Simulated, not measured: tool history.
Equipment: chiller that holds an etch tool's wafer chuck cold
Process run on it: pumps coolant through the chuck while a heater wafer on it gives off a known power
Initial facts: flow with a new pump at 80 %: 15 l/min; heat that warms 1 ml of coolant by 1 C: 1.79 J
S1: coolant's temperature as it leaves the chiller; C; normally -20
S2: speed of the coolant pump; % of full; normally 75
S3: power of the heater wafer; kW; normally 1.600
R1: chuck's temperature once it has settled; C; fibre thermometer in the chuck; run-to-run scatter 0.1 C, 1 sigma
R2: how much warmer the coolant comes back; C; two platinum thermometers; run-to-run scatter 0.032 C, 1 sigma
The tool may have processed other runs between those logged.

run,hour,S1,S2,S3,R1,R2
1,0.0,-20,75,1.600,-0.6,3.81
2,121.2,-20,75,1.600,-0.6,3.83
3,213.0,-20,75,1.600,-0.5,3.82
4,298.1,-20,91,1.600,-3.5,3.14
5,394.5,-20,91,1.600,-3.3,3.14
6,521.4,-20,91,1.600,-3.5,3.10
7,582.5,-15,75,1.600,4.2,3.86
8,654.6,-15,75,1.600,4.3,3.80
9,767.0,-20,75,1.600,-0.6,3.82
10,823.0,-20,75,1.600,-0.5,3.82
11,936.7,-20,75,1.600,-0.6,3.80
12,1019.4,-20,75,1.600,-0.5,3.83
13,1090.8,-23,75,1.600,-3.4,3.86
14,1203.7,-23,75,1.600,-3.5,3.80
15,1320.1,-15,75,1.600,4.5,3.80
16,1375.5,-20,75,1.600,-0.5,3.83
17,1494.4,-20,79,0.858,-10.0,1.96
18,1584.5,-20,79,0.858,-10.1,1.93
19,1637.9,-20,96,1.600,-4.3,3.00
20,1754.1,-20,92,1.600,-3.6,3.09
21,1844.1,-15,61,1.134,1.3,3.34
22,1941.3,-23,75,1.078,-9.9,2.58
23,2030.3,-11,70,1.078,2.7,2.73
24,2124.9,-25,65,1.166,-9.0,3.24
25,2226.1,-12,75,1.600,7.3,3.81
26,2312.0,-13,75,1.514,5.2,3.60
27,2419.7,-13,75,1.514,5.5,3.62
28,2480.4,-18,83,1.192,-4.9,2.60
29,2553.5,-14,84,2.129,9.5,4.48
30,2654.0,-18,74,0.967,-6.3,2.41
31,2770.3,-18,74,0.967,-6.2,2.34
32,2891.3,-18,74,0.967,-6.2,2.30

Taken out of this log: 1 entry between the listed runs. Where each belongs, and how the hidden state differs across it:
Logged between run 5 and run 6: chiller's thermometer calibrated (hour 521.4)
  no hidden state differs between the two runs
